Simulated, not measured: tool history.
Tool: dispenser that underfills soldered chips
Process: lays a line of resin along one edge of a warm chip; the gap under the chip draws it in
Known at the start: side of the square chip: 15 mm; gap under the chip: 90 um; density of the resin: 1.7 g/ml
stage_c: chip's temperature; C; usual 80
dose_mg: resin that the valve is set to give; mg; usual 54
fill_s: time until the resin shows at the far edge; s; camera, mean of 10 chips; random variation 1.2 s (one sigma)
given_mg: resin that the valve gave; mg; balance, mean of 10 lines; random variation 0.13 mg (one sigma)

run	hour	stage_c	dose_mg	fill_s	given_mg
1	0	80	54	152.5	51.64
# hour 0.6: new syringe of resin
2	4.7	80	54	125.5	51.62
3	11.8	80	54	150.2	51.45
# hour 14.6: new syringe of resin
4	18.1	80	54	121	51.34
5	22	91	54	83	51.32
6	27.5	91	54	94.1	51.1
# hour 28.2: new syringe of resin
7	31.2	91	54	73	51.34
# hour 33.2: dispensing valve cleaned and set on the balance
8	35.2	80	59.5	129.7	59.78
9	40.5	80	59.5	148.2	59.54
# hour 43.1: new syringe of resin
10	44.7	80	59.5	116.1	59.35
11	50.8	80	59.5	133.5	59.01
# hour 57.3: new syringe of resin
12	58.1	80	51.4	114.4	51.13
13	61.5	80	51.4	126.6	51.26
14	64.9	91	54	82.2	53.76
15	70.5	91	54	94.6	53.45
# hour 71.2: new syringe of resin
16	75.8	91	54	75.2	53.48
17	81.6	80	54	143.9	53.52
# hour 85.4: new syringe of resin
18	87.2	80	56.1	119.9	55.52
19	90.2	80	56.1	127.1	55.17
20	94.3	81	56.1	134.8	55.3
21	98.6	90	46.7	102.2	45.84
# hour 99.2: new syringe of resin
22	102.8	91	60.8	75.4	59.71
23	106.4	75	61.6	167.1	60.56
24	110.1	70	54	247.4	53.04
# hour 112.9: new syringe of resin
25	117.2	78	65.8	136.1	64.54
26	123.3	78	65.8	155.3	64.21
# hour 126.5: new syringe of resin
27	129.2	78	65.8	132.3	64.31
28	134.3	72	59.7	202.6	58.45
# hour 140.5: new syringe of resin
29	141.2	72	59.7	168.3	57.97
30	146.7	72	59.7	197.3	57.84
31	151.9	72	59.7	220.3	58.06
# hour 154.6: new syringe of resin
32	157.2	75	59.2	155.3	57.3
33	160.2	75	59.2	165.8	57.17
34	164.2	75	59.2	183.7	57.05
# hour 168.6: new syringe of resin
35	168.6	90	56.2	72.2	54.37
36	173.4	80	46.4	135.5	44.77
37	177.9	69	54	248.9	52.05

Forecast each of these 3 alternatives for the next run:
# hour 182.7: new syringe of resin
A	184.1	67	58.4	?	?
# hour 182.7: new syringe of resin
B	184.1	81	50.5	?	?
# hour 182.7: new syringe of resin
C	184.1	95	46	?	?

run	fill_s	given_mg
A	217.9	56.03
B	112.7	48.54
C	62.1	44.17
Without the tool's hidden state the same runs would have given:
run	fill_s	given_mg
A	207.7	58.25
B	107.2	50.47
C	58.9	45.92

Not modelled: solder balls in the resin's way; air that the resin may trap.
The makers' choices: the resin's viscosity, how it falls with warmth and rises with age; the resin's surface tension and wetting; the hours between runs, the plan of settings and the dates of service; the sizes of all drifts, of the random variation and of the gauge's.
